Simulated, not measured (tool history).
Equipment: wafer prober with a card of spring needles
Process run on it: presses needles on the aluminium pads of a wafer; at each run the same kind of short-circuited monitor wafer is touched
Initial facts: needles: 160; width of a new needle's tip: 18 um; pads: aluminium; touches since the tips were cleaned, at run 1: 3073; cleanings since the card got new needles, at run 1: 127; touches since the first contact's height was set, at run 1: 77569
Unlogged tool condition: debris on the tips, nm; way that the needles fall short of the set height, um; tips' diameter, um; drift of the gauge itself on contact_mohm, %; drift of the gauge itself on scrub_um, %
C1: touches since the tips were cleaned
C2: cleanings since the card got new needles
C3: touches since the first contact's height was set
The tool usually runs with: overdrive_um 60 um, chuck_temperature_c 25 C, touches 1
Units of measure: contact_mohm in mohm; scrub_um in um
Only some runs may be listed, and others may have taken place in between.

Run 1, hour 0.0: usual settings; C1 3073; C2 127; C3 77569. Result: contact_mohm 284 mohm, scrub_um 13.68 um.
At hour 1.3: tips cleaned on abrasive film.
At hour 6.9: tips cleaned on abrasive film.
Run 2, hour 10.1: usual settings; C1 2131; C2 129; C3 84214. Result: contact_mohm 266 mohm, scrub_um 13.54 um.
At hour 12.5: tips cleaned on abrasive film.
At hour 17.8: tips cleaned on abrasive film.
At hour 23.0: tips cleaned on abrasive film.
At hour 28.1: tips cleaned on abrasive film.
Run 3, hour 28.1: usual settings; C1 0; C2 133; C3 96060. Result: contact_mohm 125 mohm, scrub_um 13.47 um.
At hour 33.5: tips cleaned on abrasive film.
Run 4, hour 36.7: usual settings; C1 2200; C2 134; C3 101798. Result: contact_mohm 269 mohm, scrub_um 13.81 um.
At hour 39.2: tips cleaned on abrasive film.
At hour 45.0: tips cleaned on abrasive film.
At hour 50.7: tips cleaned on abrasive film.
Run 5, hour 53.7: usual settings; C1 1969; C2 137; C3 112976. Result: contact_mohm 261 mohm, scrub_um 13.44 um.
At hour 55.8: tips cleaned on abrasive film.
At hour 61.5: tips cleaned on abrasive film.
At hour 67.4: tips cleaned on abrasive film.
At hour 72.5: tips cleaned on abrasive film.
Run 6, hour 72.5: usual settings; C1 0; C2 141; C3 125380. Result: contact_mohm 115 mohm, scrub_um 13.43 um.
At hour 77.3: tips cleaned on abrasive film.
At hour 83.1: tips cleaned on abrasive film.
At hour 88.6: tips cleaned on abrasive film.
Run 7, hour 89.3: usual settings but touches 2; C1 440; C2 144; C3 136432. Result: contact_mohm 142 mohm, scrub_um 13.10 um.
At hour 93.4: tips cleaned on abrasive film.
At hour 99.3: tips cleaned on abrasive film.
Run 8, hour 101.9: usual settings but overdrive_um 55 um, touches 2; C1 1782; C2 146; C3 144818. Result: contact_mohm 221 mohm, scrub_um 12.35 um.
At hour 104.3: tips cleaned on abrasive film.
At hour 110.0: tips cleaned on abrasive film.
At hour 114.9: tips cleaned on abrasive film.
Run 9, hour 114.9: usual settings but overdrive_um 55 um, touches 2; C1 0; C2 149; C3 153313. Result: contact_mohm 119 mohm, scrub_um 12.27 um.
At hour 120.5: tips cleaned on abrasive film.
At hour 125.8: tips cleaned on abrasive film.
At hour 131.3: tips cleaned on abrasive film.
Run 10, hour 131.3: usual settings but overdrive_um 55 um, touches 2; C1 0; C2 152; C3 164133. Result: contact_mohm 126 mohm, scrub_um 11.92 um.
At hour 136.0: tips cleaned on abrasive film.
At hour 141.2: tips cleaned on abrasive film.
Run 11, hour 144.6: usual settings but overdrive_um 55 um, touches 2; C1 2253; C2 154; C3 172949. Result: contact_mohm 243 mohm, scrub_um 11.79 um.
At hour 147.0: tips cleaned on abrasive film.
At hour 152.8: tips cleaned on abrasive film.
Run 12, hour 155.6: usual settings; C1 1847; C2 156; C3 180197. Result: contact_mohm 280 mohm, scrub_um 13.07 um.
At hour 158.0: tips cleaned on abrasive film.
At hour 163.7: tips cleaned on abrasive film.
At hour 169.3: tips cleaned on abrasive film.
Run 13, hour 170.3: usual settings but chuck_temperature_c 104 C; C1 670; C2 159; C3 189923. Result: contact_mohm 198 mohm, scrub_um 13.07 um.
At hour 171.8: height of the first contact set anew.
At hour 175.4: tips cleaned on abrasive film.
At hour 180.1: tips cleaned on abrasive film.
At hour 185.0: tips cleaned on abrasive film.
Run 14, hour 186.8: usual settings but chuck_temperature_c 46 C; C1 1216; C2 162; C3 9874. Result: contact_mohm 210 mohm, scrub_um 14.15 um.
At hour 189.9: tips cleaned on abrasive film.
At hour 195.3: tips cleaned on abrasive film.
Run 15, hour 198.8: usual settings; C1 2305; C2 164; C3 17791. Result: contact_mohm 261 mohm, scrub_um 13.91 um.
At hour 201.2: tips cleaned on abrasive film.
At hour 206.0: tips cleaned on abrasive film.
Run 16, hour 208.6: usual settings but overdrive_um 72 um, chuck_temperature_c 94 C, touches 2; C1 1778; C2 166; C3 24274. Result: contact_mohm 165 mohm, scrub_um 16.89 um.
At hour 211.0: tips cleaned on abrasive film.
At hour 216.4: tips cleaned on abrasive film.
At hour 222.1: tips cleaned on abrasive film.
At hour 227.0: tips cleaned on abrasive film.
Run 17, hour 227.0: usual settings but overdrive_um 72 um, chuck_temperature_c 52 C, touches 3; C1 0; C2 170; C3 36377. Result: contact_mohm 113 mohm, scrub_um 16.80 um.
At hour 232.7: tips cleaned on abrasive film.
At hour 237.4: tips cleaned on abrasive film.
Run 18, hour 240.3: usual settings but overdrive_um 79 um, chuck_temperature_c 27 C, touches 3; C1 1937; C2 172; C3 45179. Result: contact_mohm 132 mohm, scrub_um 18.45 um.
At hour 242.4: tips cleaned on abrasive film.
At hour 247.9: tips cleaned on abrasive film.
Run 19, hour 251.7: usual settings but overdrive_um 54 um, chuck_temperature_c 31 C; C1 2585; C2 174; C3 52731. Result: contact_mohm 324 mohm, scrub_um 12.15 um.
At hour 253.0: tips cleaned on abrasive film.
At hour 258.7: tips cleaned on abrasive film.
Run 20, hour 260.8: usual settings but chuck_temperature_c 75 C, touches 2; C1 1402; C2 176; C3 58652. Result: contact_mohm 186 mohm, scrub_um 13.84 um.
At hour 264.0: tips cleaned on abrasive film.
At hour 269.6: tips cleaned on abrasive film.
At hour 274.9: tips cleaned on abrasive film.
Run 21, hour 278.7: usual settings but overdrive_um 68 um, chuck_temperature_c 75 C, touches 2; C1 2603; C2 179; C3 70533. Result: contact_mohm 198 mohm, scrub_um 15.61 um.
At hour 280.0: tips cleaned on abrasive film.
At hour 285.7: tips cleaned on abrasive film.
At hour 291.3: tips cleaned on abrasive film.
At hour 297.0: tips cleaned on abrasive film.
Run 22, hour 298.0: usual settings but chuck_temperature_c 38 C, touches 2; C1 669; C2 183; C3 83206. Result: contact_mohm 154 mohm, scrub_um 13.63 um.
At hour 302.7: tips cleaned on abrasive film.
At hour 308.3: tips cleaned on abrasive film.
Run 23, hour 309.2: usual settings but overdrive_um 44 um; C1 641; C2 185; C3 90640. Result: contact_mohm 262 mohm, scrub_um 9.91 um.
At hour 313.8: tips cleaned on abrasive film.
At hour 319.2: tips cleaned on abrasive film.
Run 24, hour 322.5: usual settings but overdrive_um 40 um, chuck_temperature_c 27 C, touches 2; C1 2232; C2 187; C3 99427. Result: contact_mohm 356 mohm, scrub_um 8.92 um.
At hour 324.9: tips cleaned on abrasive film.
At hour 330.2: tips cleaned on abrasive film.
Run 25, hour 331.0: usual settings but overdrive_um 40 um, chuck_temperature_c 27 C, touches 2; C1 524; C2 189; C3 104967. Result: contact_mohm 216 mohm, scrub_um 8.82 um.
At hour 335.6: tips cleaned on abrasive film.
At hour 340.9: tips cleaned on abrasive film.
Run 26, hour 345.4: usual settings but overdrive_um 79 um, chuck_temperature_c 53 C; C1 2971; C2 191; C3 114515. Result: contact_mohm 226 mohm, scrub_um 17.86 um.
At hour 346.6: tips cleaned on abrasive film.
At hour 352.0: tips cleaned on abrasive film.
At hour 357.7: tips cleaned on abrasive film.
Run 27, hour 360.1: usual settings but overdrive_um 64 um, chuck_temperature_c 38 C; C1 1599; C2 194; C3 124202. Result: contact_mohm 241 mohm, scrub_um 14.31 um.
At hour 362.5: tips cleaned on abrasive film.
At hour 368.2: tips cleaned on abrasive film.
At hour 374.1: tips cleaned on abrasive film.
Run 28, hour 374.5: usual settings but overdrive_um 55 um, chuck_temperature_c 90 C, touches 2; C1 232; C2 197; C3 133685. Result: contact_mohm 155 mohm, scrub_um 12.14 um.
At hour 379.7: tips cleaned on abrasive film.
At hour 385.6: tips cleaned on abrasive film.
At hour 391.1: tips cleaned on abrasive film.
Run 29, hour 392.2: usual settings but overdrive_um 78 um, chuck_temperature_c 98 C, touches 2; C1 694; C2 200; C3 145365. Result: contact_mohm 153 mohm, scrub_um 17.56 um.

Each row is a separate what-if for the run after 29, all from the same tool condition, not one after another. Results?
At hour 396.8: tips cleaned on abrasive film.
At hour 402.6: tips cleaned on abrasive film.
At hour 407.5: tips cleaned on abrasive film.
Run A, hour 407.5: usual settings but overdrive_um 45 um, chuck_temperature_c 66 C, touches 3; C1 0; C2 203; C3 155446. Result: contact_mohm ?, scrub_um ?.
At hour 396.8: tips cleaned on abrasive film.
At hour 402.6: tips cleaned on abrasive film.
At hour 407.5: tips cleaned on abrasive film.
Run B, hour 407.5: usual settings but overdrive_um 75 um, chuck_temperature_c 47 C, touches 2; C1 0; C2 203; C3 155446. Result: contact_mohm ?, scrub_um ?.
At hour 396.8: tips cleaned on abrasive film.
At hour 402.6: tips cleaned on abrasive film.
At hour 407.5: tips cleaned on abrasive film.
Run C, hour 407.5: usual settings but overdrive_um 51 um, chuck_temperature_c 48 C, touches 2; C1 0; C2 203; C3 155446. Result: contact_mohm ?, scrub_um ?.
At hour 396.8: tips cleaned on abrasive film.
At hour 402.6: tips cleaned on abrasive film.
At hour 407.5: tips cleaned on abrasive film.
Run D, hour 407.5: usual settings but overdrive_um 41 um, touches 2; C1 0; C2 203; C3 155446. Result: contact_mohm ?, scrub_um ?.

run  contact_mohm  scrub_um
  A           136      9.60
  B           117     16.86
  C           134     11.32
  D           146      8.53
Had the tool no hidden state, the same runs would have come out as:
run  contact_mohm  scrub_um
  A           114     10.59
  B           106     17.83
  C           110     12.31
  D           110      9.49
